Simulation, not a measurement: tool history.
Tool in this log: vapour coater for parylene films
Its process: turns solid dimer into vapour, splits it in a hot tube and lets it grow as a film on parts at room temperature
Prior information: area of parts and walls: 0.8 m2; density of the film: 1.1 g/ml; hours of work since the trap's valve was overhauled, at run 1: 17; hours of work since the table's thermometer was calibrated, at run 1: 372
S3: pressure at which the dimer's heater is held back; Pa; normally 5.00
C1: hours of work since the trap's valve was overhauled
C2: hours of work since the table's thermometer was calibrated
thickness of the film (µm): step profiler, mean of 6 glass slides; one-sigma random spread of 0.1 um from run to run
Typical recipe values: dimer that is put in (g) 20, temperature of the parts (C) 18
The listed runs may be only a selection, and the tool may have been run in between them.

run 1 hour=0.0 | dimer_that_is_put_in_(g)=20 temperature_of_the_parts_(C)=18 S3=5.00 | C1=17 C2=372 | thickness_of_the_film_(µm)=12.28
run 2 hour=25.5 | dimer_that_is_put_in_(g)=20 temperature_of_the_parts_(C)=14 S3=5.00 | C1=29 C2=383 | thickness_of_the_film_(µm)=13.44
run 3 hour=49.8 | dimer_that_is_put_in_(g)=20 temperature_of_the_parts_(C)=14 S3=5.00 | C1=40 C2=394 | thickness_of_the_film_(µm)=13.53
run 4 hour=79.6 | dimer_that_is_put_in_(g)=20 temperature_of_the_parts_(C)=18 S3=5.00 | C1=53 C2=408 | thickness_of_the_film_(µm)=11.91
run 5 hour=94.6 | dimer_that_is_put_in_(g)=20 temperature_of_the_parts_(C)=18 S3=5.00 | C1=60 C2=414 | thickness_of_the_film_(µm)=12.00
run 6 hour=122.4 | dimer_that_is_put_in_(g)=20 temperature_of_the_parts_(C)=18 S3=5.00 | C1=73 C2=427 | thickness_of_the_film_(µm)=11.84
run 7 hour=154.0 | dimer_that_is_put_in_(g)=20 temperature_of_the_parts_(C)=18 S3=5.00 | C1=87 C2=441 | thickness_of_the_film_(µm)=11.78
run 8 hour=176.4 | dimer_that_is_put_in_(g)=20 temperature_of_the_parts_(C)=18 S3=5.00 | C1=97 C2=451 | thickness_of_the_film_(µm)=11.80
run 9 hour=198.5 | dimer_that_is_put_in_(g)=20 temperature_of_the_parts_(C)=18 S3=5.00 | C1=107 C2=461 | thickness_of_the_film_(µm)=11.61
run 10 hour=213.9 | dimer_that_is_put_in_(g)=20 temperature_of_the_parts_(C)=18 S3=5.00 | C1=114 C2=468 | thickness_of_the_film_(µm)=11.81
run 11 hour=230.5 | dimer_that_is_put_in_(g)=20 temperature_of_the_parts_(C)=18 S3=7.63 | C1=122 C2=476 | thickness_of_the_film_(µm)=11.27
run 12 hour=265.5 | dimer_that_is_put_in_(g)=13 temperature_of_the_parts_(C)=18 S3=5.00 | C1=137 C2=492 | thickness_of_the_film_(µm)=7.48
run 13 hour=283.5 | dimer_that_is_put_in_(g)=13 temperature_of_the_parts_(C)=18 S3=5.00 | C1=146 C2=500 | thickness_of_the_film_(µm)=7.49
run 14 hour=300.3 | dimer_that_is_put_in_(g)=13 temperature_of_the_parts_(C)=18 S3=5.00 | C1=153 C2=507 | thickness_of_the_film_(µm)=7.47
run 15 hour=332.6 | dimer_that_is_put_in_(g)=16 temperature_of_the_parts_(C)=15 S3=10.11 | C1=168 C2=522 | thickness_of_the_film_(µm)=9.37
run 16 hour=364.3 | dimer_that_is_put_in_(g)=12 temperature_of_the_parts_(C)=15 S3=3.69 | C1=182 C2=536 | thickness_of_the_film_(µm)=7.55
run 17 hour=401.8 | dimer_that_is_put_in_(g)=20 temperature_of_the_parts_(C)=24 S3=5.00 | C1=199 C2=553 | thickness_of_the_film_(µm)=9.59

Run 18 is up next; what results do you expect?
run 18 hour=431.6 | dimer_that_is_put_in_(g)=20 temperature_of_the_parts_(C)=24 S3=5.00 | C1=213 C2=567 | thickness_of_the_film_(µm)=?

{"run 18": {"thickness of the film (µm)": 9.47}}
With the hidden condition absent and the run-to-run variation left alone, this run would have shown thickness of the film (µm) 10.33.
